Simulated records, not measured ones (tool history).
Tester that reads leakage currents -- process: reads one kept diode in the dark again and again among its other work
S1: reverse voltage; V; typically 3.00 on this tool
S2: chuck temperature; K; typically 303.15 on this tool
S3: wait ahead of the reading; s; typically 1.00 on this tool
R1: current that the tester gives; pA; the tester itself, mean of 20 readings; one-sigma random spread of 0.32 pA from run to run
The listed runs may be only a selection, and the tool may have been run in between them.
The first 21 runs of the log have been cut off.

run 22 hour=3533.9 | S1=1.28 S2=324.15 S3=1.00 | R1=473.00
run 23 hour=3667.3 | S1=2.07 S2=297.15 S3=1.38 | R1=52.94
run 24 hour=3872.2 | S1=3.00 S2=303.15 S3=8.36 | R1=104.07
run 25 hour=4056.0 | S1=4.03 S2=303.15 S3=3.25 | R1=113.58
run 26 hour=4231.8 | S1=3.02 S2=307.15 S3=1.12 | R1=149.13
run 27 hour=4376.9 | S1=3.02 S2=307.15 S3=1.12 | R1=149.71
run 28 hour=4523.5 | S1=3.02 S2=307.15 S3=1.12 | R1=148.69
-- hour=4631.1 tester calibrated
run 29 hour=4685.3 | S1=3.02 S2=307.15 S3=1.12 | R1=150.09
run 30 hour=4818.0 | S1=3.02 S2=307.15 S3=1.12 | R1=148.93
run 31 hour=5008.8 | S1=3.38 S2=310.15 S3=0.31 | R1=201.37
run 32 hour=5245.9 | S1=3.38 S2=310.15 S3=0.31 | R1=201.45
-- hour=5274.5 probe card cleaned and baked
run 33 hour=5418.9 | S1=17.30 S2=307.15 S3=1.03 | R1=259.66
run 34 hour=5567.3 | S1=17.30 S2=307.15 S3=1.03 | R1=259.10
-- hour=5759.4 chuck's temperature calibrated
run 35 hour=5783.6 | S1=4.77 S2=307.15 S3=1.61 | R1=171.98
run 36 hour=5970.6 | S1=4.77 S2=307.15 S3=1.61 | R1=171.53
run 37 hour=6087.6 | S1=4.77 S2=307.15 S3=2.21 | R1=172.33
run 38 hour=6223.9 | S1=3.00 S2=312.15 S3=1.00 | R1=229.05
run 39 hour=6382.4 | S1=11.42 S2=294.15 S3=0.48 | R1=71.66

Alternative continuations, all from the tool just after run 39; predict every row:
run A hour=6555.3 | S1=2.04 S2=324.15 S3=0.51 | R1=?
run B hour=6555.3 | S1=11.42 S2=302.15 S3=0.73 | R1=?
run C hour=6555.3 | S1=18.92 S2=303.15 S3=3.29 | R1=?
run D hour=6555.3 | S1=1.49 S2=294.15 S3=0.48 | R1=?

run=A R1=548.47
run=B R1=146.25
run=C R1=185.69
run=D R1=36.50
Had the tool no hidden state, the same runs would have come out as:
run=A R1=548.55
run=B R1=146.22
run=C R1=185.63
run=D R1=36.50

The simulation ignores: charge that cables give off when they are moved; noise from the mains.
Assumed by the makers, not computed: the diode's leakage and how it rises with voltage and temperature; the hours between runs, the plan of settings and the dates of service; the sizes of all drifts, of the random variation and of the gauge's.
